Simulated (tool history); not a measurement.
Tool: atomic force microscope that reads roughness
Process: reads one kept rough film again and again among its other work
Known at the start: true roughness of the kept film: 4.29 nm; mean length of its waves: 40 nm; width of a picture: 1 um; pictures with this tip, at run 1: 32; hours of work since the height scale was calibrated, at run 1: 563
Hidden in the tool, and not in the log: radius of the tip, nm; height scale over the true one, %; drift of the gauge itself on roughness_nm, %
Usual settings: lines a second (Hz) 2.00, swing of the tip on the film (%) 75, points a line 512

| run | hour | lines a second (Hz) | swing of the tip on the film (%) | points a line | pictures with this tip | hours of work since the height scale was calibrated | roughness of the kept film (nm (root mean square)) |
|---|---|---|---|---|---|---|---|
| 1 | 0.0 | 2.00 | 75 | 512 | 32 | 563 | 3.575 |
| 2 | 19.8 | 2.00 | 75 | 512 | 77 | 579 | 3.335 |
|  | 33.8 | new tip fitted |
| 3 | 38.2 | 2.00 | 75 | 512 | 10 | 593 | 3.684 |
| 4 | 57.0 | 2.00 | 75 | 512 | 52 | 608 | 3.457 |
| 5 | 73.9 | 2.00 | 75 | 365 | 91 | 621 | 3.260 |
|  | 81.9 | new tip fitted |
| 6 | 90.6 | 2.00 | 75 | 365 | 20 | 634 | 3.635 |
| 7 | 110.3 | 2.00 | 75 | 512 | 65 | 650 | 3.387 |
| 8 | 127.3 | 2.00 | 75 | 512 | 103 | 664 | 3.230 |
|  | 129.7 | new tip fitted |
| 9 | 143.6 | 2.00 | 75 | 512 | 32 | 676 | 3.573 |
| 10 | 155.4 | 2.00 | 75 | 512 | 58 | 686 | 3.436 |
| 11 | 168.8 | 2.00 | 75 | 546 | 89 | 696 | 3.298 |
|  | 177.5 | new tip fitted |
| 12 | 185.3 | 2.00 | 75 | 786 | 18 | 709 | 3.661 |
| 13 | 200.8 | 0.62 | 75 | 512 | 53 | 722 | 3.635 |
| 14 | 212.7 | 3.50 | 75 | 512 | 80 | 731 | 3.162 |
|  | 214.9 | height scale calibrated on a step standard |
|  | 225.8 | new tip fitted |
| 15 | 231.1 | 2.14 | 75 | 512 | 12 | 13 | 3.642 |
| 16 | 250.9 | 0.50 | 57 | 870 | 57 | 28 | 3.663 |
|  | 262.7 | height scale calibrated on a step standard, once more |
| 17 | 264.3 | 0.53 | 68 | 563 | 85 | 1 | 3.499 |
|  | 275.1 | new tip fitted |
| 18 | 280.1 | 1.24 | 62 | 563 | 11 | 13 | 3.914 |
| 19 | 292.2 | 2.00 | 59 | 442 | 39 | 23 | 3.694 |
| 20 | 308.1 | 2.00 | 59 | 442 | 75 | 36 | 3.547 |
|  | 323.1 | new tip fitted |
| 21 | 327.1 | 2.00 | 57 | 1002 | 9 | 51 | 3.905 |

Forecast each of these 3 alternatives for the next run:
| A | 335.7 | 0.94 | 82 | 338 | 29 | 57 | ? |
| B | 335.7 | 0.64 | 57 | 670 | 29 | 57 | ? |
| C | 335.7 | 2.00 | 58 | 1002 | 29 | 57 | ? |

| run | roughness of the kept film (nm (root mean square)) |
|---|---|
| A | 3.674 |
| B | 3.865 |
| C | 3.774 |
Without the tool's hidden state the same runs would have given:
| run | roughness of the kept film (nm (root mean square)) |
|---|---|
| A | 3.855 |
| B | 4.056 |
| C | 3.959 |
